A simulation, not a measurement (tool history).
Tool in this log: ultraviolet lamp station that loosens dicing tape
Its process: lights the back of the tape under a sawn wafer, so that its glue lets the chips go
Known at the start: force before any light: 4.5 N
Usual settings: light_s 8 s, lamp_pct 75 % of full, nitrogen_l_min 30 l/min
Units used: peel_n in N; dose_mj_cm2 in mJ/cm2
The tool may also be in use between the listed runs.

run	hour	light_s	lamp_pct	nitrogen_l_min	peel_n	dose_mj_cm2
1	0	8	75	30	1.217	252
2	18	8	75	30	1.266	249
3	47.5	8	75	30	1.279	247
4	68.2	8	75	30	1.3	248
5	90.4	8	75	30	1.326	239
6	111.3	8	75	30	1.3	234
7	128.7	8	75	30	1.354	237
8	152.2	4	75	30	2.607	116
9	170.2	4	71	17	2.738	109
10	188.4	5	70	55	2.124	131
11	220.1	5	68	55	2.105	128
12	247.7	5	68	55	2.201	124
13	266.9	8	75	27	1.488	216
14	289.4	15	92	10	0.726	486
15	316.3	15	92	10	0.773	479

What would each run have given without the hidden state, its run-to-run variation left as it was?
What the log doesn't record here: lamp's light, % of a new lamp's; light that the window lets through, % of a clean one's; drift of the gauge itself on peel_n, %; drift of the gauge itself on dose_mj_cm2, %.
run	peel_n	dose_mj_cm2
1	0.631	396
2	0.648	395
3	0.637	399
4	0.64	403
5	0.646	396
6	0.617	396
7	0.634	401
8	1.716	199
9	1.92	190
10	1.224	231
11	1.216	227
12	1.251	226
13	0.643	398
14	0.232	913
15	0.237	916
